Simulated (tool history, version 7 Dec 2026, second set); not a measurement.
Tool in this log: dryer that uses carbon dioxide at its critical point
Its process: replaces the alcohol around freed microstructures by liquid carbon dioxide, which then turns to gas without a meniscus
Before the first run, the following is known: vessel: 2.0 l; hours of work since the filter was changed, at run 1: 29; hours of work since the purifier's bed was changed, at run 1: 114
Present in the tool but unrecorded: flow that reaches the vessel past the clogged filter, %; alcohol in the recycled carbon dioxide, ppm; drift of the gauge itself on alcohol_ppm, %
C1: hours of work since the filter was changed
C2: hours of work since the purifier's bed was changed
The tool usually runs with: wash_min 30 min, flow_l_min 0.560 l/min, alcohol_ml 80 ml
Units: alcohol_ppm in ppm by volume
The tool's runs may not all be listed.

{"run": 1, "day": 0.0, "wash_min": 30, "flow_l_min": 0.56, "alcohol_ml": 80, "C1": 29, "C2": 114, "alcohol_ppm": 113}
{"run": 2, "day": 0.733, "wash_min": 30, "flow_l_min": 0.56, "alcohol_ml": 80, "C1": 34, "C2": 120, "alcohol_ppm": 125}
{"run": 3, "day": 1.262, "wash_min": 30, "flow_l_min": 0.56, "alcohol_ml": 63, "C1": 38, "C2": 123, "alcohol_ppm": 98}
{"run": 4, "day": 1.712, "wash_min": 30, "flow_l_min": 0.56, "alcohol_ml": 69, "C1": 42, "C2": 127, "alcohol_ppm": 106}
{"run": 5, "day": 2.092, "wash_min": 30, "flow_l_min": 0.56, "alcohol_ml": 69, "C1": 44, "C2": 129, "alcohol_ppm": 117}
{"run": 6, "day": 2.604, "wash_min": 30, "flow_l_min": 0.56, "alcohol_ml": 80, "C1": 48, "C2": 133, "alcohol_ppm": 118}
{"run": 7, "day": 3.117, "wash_min": 30, "flow_l_min": 0.866, "alcohol_ml": 80, "C1": 52, "C2": 137, "alcohol_ppm": 39}
{"run": 8, "day": 3.783, "wash_min": 30, "flow_l_min": 0.866, "alcohol_ml": 80, "C1": 57, "C2": 142, "alcohol_ppm": 42}
{"run": 9, "day": 4.538, "wash_min": 30, "flow_l_min": 0.56, "alcohol_ml": 80, "C1": 62, "C2": 147, "alcohol_ppm": 122}
{"run": 10, "day": 5.162, "wash_min": 30, "flow_l_min": 0.56, "alcohol_ml": 80, "C1": 67, "C2": 152, "alcohol_ppm": 124}
{"run": 11, "day": 5.942, "wash_min": 30, "flow_l_min": 0.56, "alcohol_ml": 71, "C1": 72, "C2": 157, "alcohol_ppm": 117}
{"run": 12, "day": 6.55, "wash_min": 30, "flow_l_min": 0.627, "alcohol_ml": 107, "C1": 77, "C2": 162, "alcohol_ppm": 105}

Run 13 has not been measured yet. What should we expect?
{"run": 13, "day": 7.246, "wash_min": 43, "flow_l_min": 0.949, "alcohol_ml": 107, "C1": 82, "C2": 167, "alcohol_ppm": "?"}

alcohol_ppm: 46 ppm by volume
The same run, on a tool lacking any hidden state, would have yielded alcohol_ppm 6 ppm by volume.
